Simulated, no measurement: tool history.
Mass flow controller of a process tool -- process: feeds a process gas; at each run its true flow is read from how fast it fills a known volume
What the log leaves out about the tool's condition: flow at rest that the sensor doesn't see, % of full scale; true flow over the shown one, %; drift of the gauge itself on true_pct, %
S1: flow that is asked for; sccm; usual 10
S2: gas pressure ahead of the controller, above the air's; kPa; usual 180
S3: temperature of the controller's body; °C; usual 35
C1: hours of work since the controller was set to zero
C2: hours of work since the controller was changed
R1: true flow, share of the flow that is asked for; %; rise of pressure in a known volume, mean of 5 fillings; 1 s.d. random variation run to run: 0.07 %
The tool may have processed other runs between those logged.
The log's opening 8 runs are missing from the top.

run     day  S1   S2  S3    C1    C2      R1
  9  25.679  10  180  35  1385  1385   98.65
 10  28.746   3  180  35  1408  1408   96.77
 11  31.721  19  180  35  1429  1429  100.00
 12  34.162  10  180  35  1447  1447   98.56
 13  36.738  10  180  35  1466  1466   98.68
 14  40.571  10  180  35  1494  1494   98.68
 15  44.079   3  180  35  1520  1520   96.67
 16  47.125   3  180  35  1542  1542   96.62
 17  50.246   3  140  26  1565  1565   96.84
 18  52.321  10  179  21  1580  1580   99.22
 19  56.833  10  271  36  1613  1613   99.15
 20  59.112  10  271  22  1630  1630   99.73
 21  62.812   8  271  33  1657  1657   99.11
 22  65.329   6  146  36  1676  1676   97.64
 23  68.612   4  205  35  1700  1700   97.29
 24  72.208   4  205  35  1726  1726   97.35
 25  77.029   4  205  35  1761  1761   97.36
 26  79.712  10  265  31  1781  1781   99.36
 27  82.658  10  265  31  1803  1803   99.49
 28  86.867  10  266  24  1833  1833   99.67
 29  90.504  10  266  24  1860  1860   99.60
 30  92.754  16  246  24  1877  1877  100.55
 31  95.292  16  246  24  1895  1895  100.65

Alternative continuations, all from the tool just after run 31; predict every row:
  A  98.533  16  246  39  1919  1919   ?
  B  98.533  10  180  35  1919  1919   ?
  C  98.533  12  246  39  1919  1919   ?
  D  98.533  10  192  20  1919  1919   ?

run     R1
  A  99.97
  B  98.73
  C  99.39
  D  99.41
What these runs would have given with no unlogged condition in the tool:
run     R1
  A  99.20
  B  98.19
  C  98.74
  D  98.87

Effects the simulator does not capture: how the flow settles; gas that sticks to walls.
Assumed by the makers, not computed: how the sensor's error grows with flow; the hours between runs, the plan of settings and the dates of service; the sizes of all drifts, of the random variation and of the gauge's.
